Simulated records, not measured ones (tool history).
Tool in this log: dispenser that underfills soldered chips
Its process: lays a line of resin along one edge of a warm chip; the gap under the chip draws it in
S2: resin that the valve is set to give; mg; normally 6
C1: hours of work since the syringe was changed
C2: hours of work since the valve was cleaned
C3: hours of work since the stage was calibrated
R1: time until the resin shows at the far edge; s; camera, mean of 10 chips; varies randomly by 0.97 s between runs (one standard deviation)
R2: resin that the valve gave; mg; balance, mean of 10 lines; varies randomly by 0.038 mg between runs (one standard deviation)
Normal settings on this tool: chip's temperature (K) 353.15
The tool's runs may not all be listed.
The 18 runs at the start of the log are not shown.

{"run": 19, "hour": 65.5, "chip's temperature (K)": 353.15, "S2": 5.24, "C1": 5, "C2": 36, "C3": 152, "R1": 148.9, "R2": 5.12}
{"run": 20, "hour": 68.1, "chip's temperature (K)": 356.15, "S2": 5.86, "C1": 7, "C2": 38, "C3": 154, "R1": 150.3, "R2": 5.7}
{"run": 21, "hour": 72.7, "chip's temperature (K)": 345.15, "S2": 6.23, "C1": 10, "C2": 42, "C3": 158, "R1": 305, "R2": 6.09}
{"hour": 73.9, "done": "new syringe of resin"}
{"run": 22, "hour": 76.6, "chip's temperature (K)": 362.15, "S2": 7.32, "C1": 2, "C2": 44, "C3": 160, "R1": 75.8, "R2": 7.12}
{"run": 23, "hour": 81.1, "chip's temperature (K)": 362.15, "S2": 7.32, "C1": 5, "C2": 48, "C3": 164, "R1": 98.5, "R2": 7.09}
{"run": 24, "hour": 83.2, "chip's temperature (K)": 362.15, "S2": 7.32, "C1": 7, "C2": 49, "C3": 165, "R1": 112.5, "R2": 7.06}
{"run": 25, "hour": 87.4, "chip's temperature (K)": 362.15, "S2": 7.32, "C1": 10, "C2": 52, "C3": 168, "R1": 144.7, "R2": 7.03}
{"hour": 89.0, "done": "new syringe of resin"}
{"run": 26, "hour": 92.6, "chip's temperature (K)": 362.15, "S2": 7.32, "C1": 3, "C2": 56, "C3": 172, "R1": 80.1, "R2": 6.98}

Estimate the outcome of run 27 from the log above:
{"run": 27, "hour": 96.6, "chip's temperature (K)": 341.15, "S2": 7.71, "C1": 6, "C2": 59, "C3": 175, "R1": "?", "R2": "?"}

R1: 240.8 s
R2: 7.43 mg
The same run, on a tool lacking any hidden state, would have yielded R1 148.9 s, R2 7.73 mg.
